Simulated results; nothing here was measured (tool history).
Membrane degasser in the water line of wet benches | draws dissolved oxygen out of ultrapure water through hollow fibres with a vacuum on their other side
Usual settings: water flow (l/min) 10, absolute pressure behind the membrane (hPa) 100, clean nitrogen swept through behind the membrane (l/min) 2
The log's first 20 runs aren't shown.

run   hour  water flow (l/min)  absolute pressure behind the membrane (hPa)  clean nitrogen swept through behind the membrane (l/min)  dissolved oxygen in the water behind the degasser (ppb)  pressure that the water loses in the fibres (hPa)
 21  576.1                  10                                           94                                                         2                                                     93.8                                              587.8
 22  614.4                  13                                           97                                                      5.37                                                     84.9                                              764.6
 23  639.1                  16                                          132                                                       1.6                                                    329.2                                              946.1
     643.4  -- vacuum gauge calibrated
 24  664.4                  16                                          132                                                       1.6                                                      331                                              948.9
 25  701.3                  10                                          100                                                      1.94                                                    105.8                                              590.2
 26  732.2                  10                                          100                                                      1.94                                                    105.9                                              592.6
 27  756.1                  10                                          141                                                      0.87                                                    311.3                                              591.1
     766.9  -- vacuum gauge calibrated, once more
 28  790.4                   8                                          100                                                       1.1                                                    128.2                                              472.8
 29  823.3                   8                                          100                                                       1.1                                                    125.3                                              473.6
 30  842.2                   7                                          100                                                      3.37                                                     38.8                                              411.1

Run 31 comes next. What will it give?
 31  886.1                   9                                          135                                                      1.65                                                        ?                                                  ?

Run 31 gave dissolved oxygen in the water behind the degasser (ppb) 148.3, pressure that the water loses in the fibres (hPa) 529.
Without the tool's hidden state the same run would have given dissolved oxygen in the water behind the degasser (ppb) 142.2, pressure that the water loses in the fibres (hPa) 524.5.
